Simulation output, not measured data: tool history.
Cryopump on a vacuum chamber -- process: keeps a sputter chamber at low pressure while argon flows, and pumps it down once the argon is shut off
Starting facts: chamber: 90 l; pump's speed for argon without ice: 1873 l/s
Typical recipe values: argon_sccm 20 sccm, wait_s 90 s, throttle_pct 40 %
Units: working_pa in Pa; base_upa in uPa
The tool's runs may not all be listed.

{"run": 1, "hour": 0.0, "argon_sccm": 20, "wait_s": 90, "throttle_pct": 40, "working_pa": 0.0465, "base_upa": 0.87}
{"run": 2, "hour": 34.8, "argon_sccm": 20, "wait_s": 90, "throttle_pct": 40, "working_pa": 0.0473, "base_upa": 0.92}
{"run": 3, "hour": 49.1, "argon_sccm": 20, "wait_s": 90, "throttle_pct": 40, "working_pa": 0.0467, "base_upa": 0.93}
{"run": 4, "hour": 84.2, "argon_sccm": 20, "wait_s": 90, "throttle_pct": 40, "working_pa": 0.0468, "base_upa": 0.94}
{"run": 5, "hour": 118.8, "argon_sccm": 20, "wait_s": 90, "throttle_pct": 40, "working_pa": 0.0472, "base_upa": 0.97}
{"run": 6, "hour": 136.8, "argon_sccm": 20, "wait_s": 90, "throttle_pct": 40, "working_pa": 0.0478, "base_upa": 0.97}
{"run": 7, "hour": 158.0, "argon_sccm": 19, "wait_s": 90, "throttle_pct": 40, "working_pa": 0.0455, "base_upa": 0.99}
{"run": 8, "hour": 184.7, "argon_sccm": 19, "wait_s": 90, "throttle_pct": 40, "working_pa": 0.0454, "base_upa": 1.0}
{"run": 9, "hour": 207.9, "argon_sccm": 19, "wait_s": 90, "throttle_pct": 40, "working_pa": 0.0451, "base_upa": 0.99}
{"run": 10, "hour": 232.4, "argon_sccm": 19, "wait_s": 90, "throttle_pct": 40, "working_pa": 0.0461, "base_upa": 1.04}
{"run": 11, "hour": 253.5, "argon_sccm": 8, "wait_s": 171, "throttle_pct": 25, "working_pa": 0.0302, "base_upa": 0.81}

Forecast each of these 5 alternatives for the next run:
{"run": "A", "hour": 275.6, "argon_sccm": 8, "wait_s": 56, "throttle_pct": 40, "working_pa": "?", "base_upa": "?"}
{"run": "B", "hour": 275.6, "argon_sccm": 17, "wait_s": 66, "throttle_pct": 19, "working_pa": "?", "base_upa": "?"}
{"run": "C", "hour": 275.6, "argon_sccm": 14, "wait_s": 22, "throttle_pct": 25, "working_pa": "?", "base_upa": "?"}
{"run": "D", "hour": 275.6, "argon_sccm": 24, "wait_s": 90, "throttle_pct": 40, "working_pa": "?", "base_upa": "?"}
{"run": "E", "hour": 275.6, "argon_sccm": 20, "wait_s": 42, "throttle_pct": 21, "working_pa": "?", "base_upa": "?"}

run=A working_pa=0.0190 base_upa=1.31
run=B working_pa=0.0841 base_upa=1.25
run=C working_pa=0.0542 base_upa=2.41
run=D working_pa=0.0595 base_upa=1.03
run=E working_pa=0.0893 base_upa=1.57
Had the tool no hidden state, the same runs would have come out as:
run=A working_pa=0.0175 base_upa=0.87
run=B working_pa=0.0808 base_upa=0.79
run=C working_pa=0.0515 base_upa=1.97
run=D working_pa=0.0548 base_upa=0.59
run=E working_pa=0.0855 base_upa=1.13
